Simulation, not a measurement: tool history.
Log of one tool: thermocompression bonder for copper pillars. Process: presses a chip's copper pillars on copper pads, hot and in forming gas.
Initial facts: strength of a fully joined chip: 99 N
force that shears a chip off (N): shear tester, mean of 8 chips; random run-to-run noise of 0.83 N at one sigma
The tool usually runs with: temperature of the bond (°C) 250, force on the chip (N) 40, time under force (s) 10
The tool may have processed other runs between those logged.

run   hour  temperature of the bond (°C)  force on the chip (N)  time under force (s)  force that shears a chip off (N)
  1    0.0                           250                     40                    10                              63.7
  2   74.8                           250                     51                    10                              66.8
  3  113.0                           250                     51                    10                              67.6
  4  180.9                           250                     51                    10                              66.8
  5  221.4                           250                     51                    10                              65.6
  6  299.0                           250                     51                    10                              65.1
     348.0  -- forming gas filter changed
  7  353.7                           250                     51                    10                              73.5
  8  407.6                           250                     40                    10                              65.7
  9  455.7                           250                     40                    10                              66.6
 10  519.9                           250                     40                    10                              66.2
 11  566.0                           222                     58                     7                              45.4
 12  599.6                           251                     37                    10                              64.5
 13  656.9                           273                     40                    10                              77.8
 14  708.9                           273                     40                    10                              78.3

Run 15 is up next; what results do you expect?
 15  785.4                           221                     40                    10                                 ?

Run 15 measured force that shears a chip off (N) 41.1.
Were there no unlogged condition in the tool, this run, its random variation unchanged, would have produced force that shears a chip off (N) 42.4.

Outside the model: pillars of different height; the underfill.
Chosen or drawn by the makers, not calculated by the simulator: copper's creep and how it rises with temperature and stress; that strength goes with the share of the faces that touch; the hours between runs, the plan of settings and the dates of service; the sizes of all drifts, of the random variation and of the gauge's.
